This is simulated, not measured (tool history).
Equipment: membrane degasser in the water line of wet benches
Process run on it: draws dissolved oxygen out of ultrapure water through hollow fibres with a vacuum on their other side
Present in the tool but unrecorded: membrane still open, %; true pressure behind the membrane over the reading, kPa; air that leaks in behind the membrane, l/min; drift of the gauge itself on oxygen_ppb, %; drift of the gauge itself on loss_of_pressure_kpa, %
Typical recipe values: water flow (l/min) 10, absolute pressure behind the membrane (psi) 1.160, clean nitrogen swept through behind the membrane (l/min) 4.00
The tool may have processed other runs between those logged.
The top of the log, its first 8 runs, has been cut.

| run | hour | water flow (l/min) | absolute pressure behind the membrane (psi) | clean nitrogen swept through behind the membrane (l/min) | hours since the membrane was changed | hours since the vacuum gauge was calibrated | hours since the vacuum lines were made tight | dissolved oxygen in the water behind the degasser (ppb) | pressure that the water loses in the fibres (psi) |
|---|---|---|---|---|---|---|---|---|---|
| 9 | 631.0 | 10 | 1.482 | 4.00 | 3899 | 3899 | 3041 | 280.6 | 7.182 |
| 10 | 712.6 | 10 | 1.482 | 4.00 | 3980 | 3980 | 3122 | 273.4 | 7.169 |
| 11 | 801.1 | 10 | 1.482 | 4.00 | 4069 | 4069 | 3211 | 275.7 | 7.182 |
| 12 | 911.6 | 7 | 1.482 | 4.00 | 4179 | 4179 | 3321 | 172.1 | 5.034 |
| 13 | 974.8 | 7 | 1.482 | 4.00 | 4242 | 4242 | 3384 | 170.0 | 4.997 |
| 14 | 1065.0 | 10 | 1.160 | 4.00 | 4333 | 4333 | 3475 | 267.0 | 7.156 |
| 15 | 1177.9 | 10 | 1.160 | 4.00 | 4445 | 4445 | 3587 | 259.1 | 7.155 |
| 16 | 1253.2 | 12 | 1.160 | 4.00 | 4521 | 4521 | 3663 | 335.6 | 8.557 |
| 17 | 1365.3 | 12 | 1.160 | 4.00 | 4633 | 4633 | 3775 | 332.7 | 8.470 |
| 18 | 1421.0 | 14 | 1.372 | 4.00 | 4689 | 4689 | 3831 | 401.9 | 10.003 |
| 19 | 1510.5 | 13 | 1.372 | 11.96 | 4778 | 4778 | 3920 | 343.2 | 9.282 |
| 20 | 1601.5 | 13 | 0.735 | 1.81 | 4869 | 4869 | 4011 | 356.3 | 9.184 |
| 21 | 1708.0 | 13 | 0.735 | 1.81 | 4976 | 4976 | 4118 | 364.2 | 9.182 |
| 22 | 1775.7 | 11 | 0.735 | 4.93 | 5043 | 5043 | 4185 | 279.5 | 7.803 |
| 23 | 1829.0 | 10 | 0.795 | 4.00 | 5097 | 5097 | 4239 | 248.9 | 7.088 |
| 24 | 1920.7 | 10 | 1.365 | 4.14 | 5188 | 5188 | 4330 | 270.0 | 7.066 |
|  | 1949.3 | vacuum gauge calibrated |
| 25 | 1993.7 | 10 | 1.365 | 4.14 | 5261 | 44 | 4403 | 271.1 | 7.076 |
| 26 | 2075.5 | 10 | 2.236 | 2.00 | 5343 | 126 | 4485 | 381.6 | 7.069 |
| 27 | 2180.5 | 6 | 1.143 | 4.00 | 5448 | 231 | 4590 | 124.4 | 4.266 |
| 28 | 2240.0 | 10 | 0.962 | 4.37 | 5507 | 291 | 4649 | 256.8 | 7.065 |
| 29 | 2337.8 | 12 | 1.552 | 8.35 | 5605 | 389 | 4747 | 325.9 | 8.525 |
| 30 | 2408.0 | 15 | 1.552 | 3.86 | 5675 | 459 | 4817 | 456.7 | 10.570 |
| 31 | 2493.7 | 15 | 1.552 | 3.86 | 5761 | 544 | 4903 | 458.6 | 10.563 |
| 32 | 2555.4 | 8 | 0.776 | 2.56 | 5822 | 606 | 4964 | 186.6 | 5.613 |

Consider 3 possible next runs. They are alternatives, not a sequence: every one starts from the tool as it was left by run 32. What does each give?
| A | 2608.9 | 12 | 0.866 | 2.99 | 5876 | 660 | 5018 | ? | ? |
| B | 2608.9 | 9 | 2.016 | 1.82 | 5876 | 660 | 5018 | ? | ? |
| C | 2608.9 | 11 | 0.747 | 2.56 | 5876 | 660 | 5018 | ? | ? |

| run | dissolved oxygen in the water behind the degasser (ppb) | pressure that the water loses in the fibres (psi) |
|---|---|---|
| A | 317.5 | 8.496 |
| B | 322.0 | 6.315 |
| C | 283.8 | 7.715 |
Had the tool no hidden state, the same runs would have come out as:
| run | dissolved oxygen in the water behind the degasser (ppb) | pressure that the water loses in the fibres (psi) |
|---|---|---|
| A | 317.2 | 8.725 |
| B | 321.7 | 6.485 |
| C | 283.5 | 7.923 |
